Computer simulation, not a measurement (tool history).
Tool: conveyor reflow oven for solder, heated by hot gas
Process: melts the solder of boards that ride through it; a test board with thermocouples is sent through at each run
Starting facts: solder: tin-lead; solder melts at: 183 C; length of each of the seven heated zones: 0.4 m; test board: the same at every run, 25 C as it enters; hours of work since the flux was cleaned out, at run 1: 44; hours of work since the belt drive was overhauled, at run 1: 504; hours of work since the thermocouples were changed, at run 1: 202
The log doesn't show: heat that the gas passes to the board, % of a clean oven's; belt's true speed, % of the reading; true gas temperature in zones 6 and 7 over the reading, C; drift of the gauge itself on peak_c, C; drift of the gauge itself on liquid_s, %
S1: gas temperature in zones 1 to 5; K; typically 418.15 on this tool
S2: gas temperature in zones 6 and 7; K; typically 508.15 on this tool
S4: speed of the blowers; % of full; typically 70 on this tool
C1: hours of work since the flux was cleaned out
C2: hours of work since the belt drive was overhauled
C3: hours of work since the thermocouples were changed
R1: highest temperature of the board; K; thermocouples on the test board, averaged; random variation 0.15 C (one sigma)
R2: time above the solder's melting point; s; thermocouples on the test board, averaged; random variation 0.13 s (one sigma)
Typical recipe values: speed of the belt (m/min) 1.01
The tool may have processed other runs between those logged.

Run 1, hour 0: usual settings; C1 44; C2 504; C3 202. Result: R1 490.25 K, R2 37.3 s.
Run 2, hour 17.2: usual settings; C1 53; C2 512; C3 211. Result: R1 490.55 K, R2 37.6 s.
Run 3, hour 31.6: usual settings; C1 60; C2 520; C3 218. Result: R1 490.35 K, R2 37.4 s.
Run 4, hour 45.3: usual settings; C1 67; C2 527; C3 225. Result: R1 490.55 K, R2 37.4 s.
Run 5, hour 57.7: usual settings; C1 73; C2 533; C3 231. Result: R1 490.45 K, R2 37.6 s.
Run 6, hour 69.8: usual settings; C1 79; C2 539; C3 237. Result: R1 490.45 K, R2 37.4 s.
Run 7, hour 87.2: usual settings; C1 88; C2 548; C3 246. Result: R1 490.55 K, R2 37.4 s.
Run 8, hour 103.6: usual settings; C1 96; C2 556; C3 254. Result: R1 490.45 K, R2 37.4 s.
At hour 108.7: belt drive overhauled, speed set with a stopwatch.
Run 9, hour 128.6: usual settings but S2 512.15 K; C1 107; C2 10; C3 265. Result: R1 493.65 K, R2 39.3 s.
Run 10, hour 155.7: usual settings but S2 500.15 K, speed of the belt (m/min) 0.99, S4 74 % of full; C1 120; C2 24; C3 279. Result: R1 485.05 K, R2 35.8 s.
At hour 161.1: belt drive overhauled, speed set with a stopwatch, once more.
Run 11, hour 173.2: usual settings but S2 500.15 K, speed of the belt (m/min) 0.99, S4 73 % of full; C1 127; C2 6; C3 285. Result: R1 484.55 K, R2 34.4 s.
Run 12, hour 185.4: usual settings but S2 500.15 K, speed of the belt (m/min) 0.99, S4 76 % of full; C1 133; C2 12; C3 291. Result: R1 484.55 K, R2 34.9 s.
Run 13, hour 198.5: usual settings but S2 519.15 K, speed of the belt (m/min) 0.85, S4 76 % of full; C1 140; C2 19; C3 298. Result: R1 505.35 K, R2 51 s.
Run 14, hour 223.3: usual settings but S1 428.15 K, S2 498.15 K, speed of the belt (m/min) 1.07, S4 63 % of full; C1 152; C2 31; C3 310. Result: R1 481.05 K, R2 32 s.
Run 15, hour 241: usual settings but S1 428.15 K, S2 498.15 K, speed of the belt (m/min) 1.07, S4 63 % of full; C1 161; C2 40; C3 319. Result: R1 480.85 K, R2 31.7 s.
Run 16, hour 259.9: usual settings but S1 428.15 K, S2 498.15 K, speed of the belt (m/min) 1.07, S4 63 % of full; C1 171; C2 50; C3 329. Result: R1 480.75 K, R2 31.8 s.

What if the next run were any one of these 4? Each begins from the tool's condition after run 16:
Run A, hour 276.6: usual settings but S1 428.15 K, S2 501.15 K, speed of the belt (m/min) 1.18, S4 63 % of full; C1 179; C2 58; C3 337. Result: R1 ?, R2 ?.
Run B, hour 276.6: usual settings but S1 405.15 K, S2 498.15 K, speed of the belt (m/min) 1.07, S4 63 % of full; C1 179; C2 58; C3 337. Result: R1 ?, R2 ?.
Run C, hour 276.6: usual settings but S1 428.15 K, S2 498.15 K, speed of the belt (m/min) 0.83, S4 63 % of full; C1 179; C2 58; C3 337. Result: R1 ?, R2 ?.
Run D, hour 276.6: usual settings but S1 428.15 K, speed of the belt (m/min) 1.12, S4 63 % of full; C1 179; C2 58; C3 337. Result: R1 ?, R2 ?.

run      R1    R2
  A  480.05  27.9
  B  475.05  22.1
  C  487.45  47.3
  D  487.05  33.5
Without the tool's unlogged condition, the same runs would have read:
run      R1    R2
  A  480.65  28.4
  B  475.75  22.8
  C  487.55  47.4
  D  487.75  33.9

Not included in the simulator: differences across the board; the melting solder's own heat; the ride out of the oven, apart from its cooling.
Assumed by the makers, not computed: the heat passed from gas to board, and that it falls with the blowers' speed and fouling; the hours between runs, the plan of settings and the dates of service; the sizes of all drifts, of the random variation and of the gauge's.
